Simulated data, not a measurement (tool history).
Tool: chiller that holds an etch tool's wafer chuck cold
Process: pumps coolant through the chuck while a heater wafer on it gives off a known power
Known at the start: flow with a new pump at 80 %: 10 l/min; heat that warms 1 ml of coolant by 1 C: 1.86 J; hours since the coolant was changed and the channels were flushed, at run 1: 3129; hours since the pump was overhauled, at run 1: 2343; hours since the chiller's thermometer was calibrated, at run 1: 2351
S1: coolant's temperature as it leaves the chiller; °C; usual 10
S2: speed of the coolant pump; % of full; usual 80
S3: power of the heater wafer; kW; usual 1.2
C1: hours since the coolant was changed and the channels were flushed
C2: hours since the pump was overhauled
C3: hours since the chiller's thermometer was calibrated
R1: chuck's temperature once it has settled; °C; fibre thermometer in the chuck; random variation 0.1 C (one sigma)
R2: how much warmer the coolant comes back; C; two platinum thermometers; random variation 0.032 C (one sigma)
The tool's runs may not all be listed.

run,hour,S1,S2,S3,C1,C2,C3,R1,R2
1,0,10,80,1.2,3129,2343,2351,19,3.84
2,81.5,10,80,1.2,3211,2424,2433,18.7,3.83
3,161.9,10,80,1.2,3291,2505,2513,18.7,3.87
4,255,10,80,1.2,3384,2598,2606,18.9,3.84
5,302.7,10,80,1.2,3432,2645,2654,18.7,3.88
6,345.4,10,80,1.2,3474,2688,2697,18.7,3.83
7,416.2,10,80,1.2,3545,2759,2767,18.9,3.81
8,499.9,10,80,1.2,3629,2843,2851,18.9,3.87
9,560,10,80,1.2,3689,2903,2911,18.7,3.91
10,631.4,10,80,1.2,3760,2974,2983,18.9,3.9
11,692.1,10,80,1.2,3821,3035,3043,18.9,3.87
12,730.1,10,80,1.2,3859,3073,3081,18.9,3.92
13,797.5,10,80,1.2,3927,3140,3149,18.7,3.89
14,845,10,80,0.748,3974,3188,3196,15.6,2.45
15,891.6,8,80,0.748,4021,3234,3243,13.5,2.36
16,929.4,8,96,0.881,4058,3272,3281,13.7,2.39
17,1020.6,10,80,1.099,4150,3363,3372,18,3.52
18,1075.8,10,64,0.781,4205,3419,3427,16.8,3.08
19,1126.4,10,64,0.781,4256,3469,3478,16.9,3.13

Forecast each of these 3 alternatives for the next run:
A,1213.7,18,62,0.814,4343,3556,3565,?,?
B,1213.7,5,82,1.2,4343,3556,3565,?,?
C,1213.7,10,97,0.781,4343,3556,3565,?,?

run,R1,R2
A,25.1,3.43
B,13.6,3.74
C,14.9,2.05
Without the tool's hidden state the same runs would have given:
run,R1,R2
A,25.1,3.43
B,13.5,3.74
C,14.9,2.05
